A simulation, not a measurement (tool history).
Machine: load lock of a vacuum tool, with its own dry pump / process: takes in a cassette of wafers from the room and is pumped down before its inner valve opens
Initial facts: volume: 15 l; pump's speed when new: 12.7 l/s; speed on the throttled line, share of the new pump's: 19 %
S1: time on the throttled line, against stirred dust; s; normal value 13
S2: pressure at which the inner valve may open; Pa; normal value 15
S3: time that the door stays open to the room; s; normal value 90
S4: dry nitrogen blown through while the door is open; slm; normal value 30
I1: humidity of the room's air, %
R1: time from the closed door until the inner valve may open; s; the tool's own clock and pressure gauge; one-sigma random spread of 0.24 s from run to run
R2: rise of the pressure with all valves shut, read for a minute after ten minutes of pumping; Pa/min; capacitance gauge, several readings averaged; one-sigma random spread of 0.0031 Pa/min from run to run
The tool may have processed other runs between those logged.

| run | hour | S1 | S2 | S3 | S4 | I1 | R1 | R2 |
|---|---|---|---|---|---|---|---|---|
| 1 | 0.0 | 13 | 15 | 90 | 30 | 45.8 | 22.6 | 0.593 |
| 2 | 494.9 | 13 | 15 | 90 | 30 | 45.1 | 23.1 | 0.628 |
| 3 | 914.1 | 13 | 15 | 90 | 30 | 43.3 | 23.1 | 0.080 |
| 4 | 1537.7 | 13 | 15 | 90 | 30 | 44.0 | 23.0 | 0.086 |
| 5 | 1856.2 | 13 | 15 | 90 | 39 | 42.3 | 23.1 | 0.076 |
| 6 | 2358.7 | 13 | 15 | 90 | 39 | 47.8 | 23.0 | 0.087 |
| 7 | 2790.4 | 13 | 15 | 90 | 39 | 42.4 | 23.3 | 0.088 |
| 8 | 3104.4 | 14 | 15 | 90 | 30 | 47.3 | 23.8 | 0.101 |
| 9 | 3466.1 | 17 | 15 | 90 | 30 | 47.7 | 26.2 | 0.107 |
| 10 | 4055.8 | 17 | 15 | 90 | 30 | 42.0 | 26.6 | 0.107 |
| 11 | 4428.7 | 17 | 15 | 90 | 30 | 47.8 | 26.9 | 0.126 |
| 12 | 4759.6 | 22 | 15 | 90 | 30 | 45.9 | 30.5 | 0.132 |
| 13 | 5369.8 | 22 | 15 | 90 | 30 | 48.7 | 30.5 | 0.145 |
| 14 | 5728.6 | 13 | 15 | 90 | 30 | 46.6 | 23.9 | 0.151 |
| 15 | 6282.8 | 13 | 15 | 90 | 30 | 44.5 | 23.8 | 0.155 |
| 16 | 6879.6 | 13 | 15 | 90 | 30 | 44.5 | 23.8 | 0.167 |
| 17 | 7393.4 | 13 | 15 | 90 | 30 | 42.6 | 24.1 | 0.173 |
| 18 | 7978.0 | 13 | 15 | 90 | 30 | 44.2 | 24.2 | 0.191 |
| 19 | 8544.8 | 25 | 18 | 234 | 26 | 42.7 | 30.7 | 0.287 |
| 20 | 8906.8 | 14 | 16 | 236 | 30 | 46.7 | 21.9 | 0.292 |
| 21 | 9183.9 | 9 | 12 | 236 | 4 | 44.6 | 18.4 | 0.433 |
| 22 | 9725.4 | 11 | 14 | 37 | 6 | 43.4 | 20.0 | 0.230 |
| 23 | 10030.2 | 13 | 20 | 203 | 30 | 44.1 | 20.8 | 0.303 |
| 24 | 10616.6 | 13 | 20 | 203 | 30 | 48.2 | 21.2 | 0.331 |
| 25 | 11046.2 | 14 | 28 | 73 | 5 | 46.3 | 21.2 | 0.320 |
| 26 | 11390.8 | 13 | 28 | 47 | 37 | 46.8 | 20.5 | 0.260 |
| 27 | 11996.4 | 6 | 23 | 195 | 5 | 45.5 | 15.3 | 0.471 |
| 28 | 12389.5 | 19 | 20 | 80 | 12 | 44.7 | 26.1 | 0.346 |
| 29 | 12781.4 | 18 | 20 | 80 | 14 | 44.0 | 25.1 | 0.346 |
| 30 | 13368.0 | 21 | 10 | 148 | 14 | 43.2 | 28.9 | 0.424 |
| 31 | 13838.3 | 21 | 20 | 148 | 43 | 44.0 | 27.8 | 0.374 |
| 32 | 14457.4 | 23 | 12 | 90 | 30 | 43.5 | 30.2 | 0.372 |
| 33 | 14836.9 | 10 | 12 | 90 | 30 | 43.1 | 19.9 | 0.401 |
| 34 | 15314.9 | 11 | 15 | 185 | 4 | 43.8 | 19.9 | 0.582 |
| 35 | 15882.3 | 24 | 15 | 90 | 30 | 45.6 | 30.8 | 0.443 |
| 36 | 16398.2 | 24 | 15 | 90 | 30 | 41.7 | 30.9 | 0.452 |

Missing from the log above: 2 entries noted between runs. For each, name the pair of listed runs it sits between and say how the tool's hidden condition differs from the listed run just before to the listed run just after:
Logged between run 2 and run 3: door's seal changed, seat wiped (hour 761.2)
  pump's speed, % of a new pump's: 82.7 -> 82.1; leak at the door's seal, Pa l/s: 0.1397 -> 0.0032
  measured less the result without the state, R1: +1.8 -> +1.7 s; R2: +0.552 -> +0.005 Pa/min
Logged between run 18 and run 19: dry pump taken out, an overhauled one fitted (hour 8191.0)
  pump's speed, % of a new pump's: 73.2 -> 98.5; leak at the door's seal, Pa l/s: 0.0316 -> 0.035
  measured less the result without the state, R1: +3.0 -> +0.1 s; R2: +0.119 -> +0.135 Pa/min
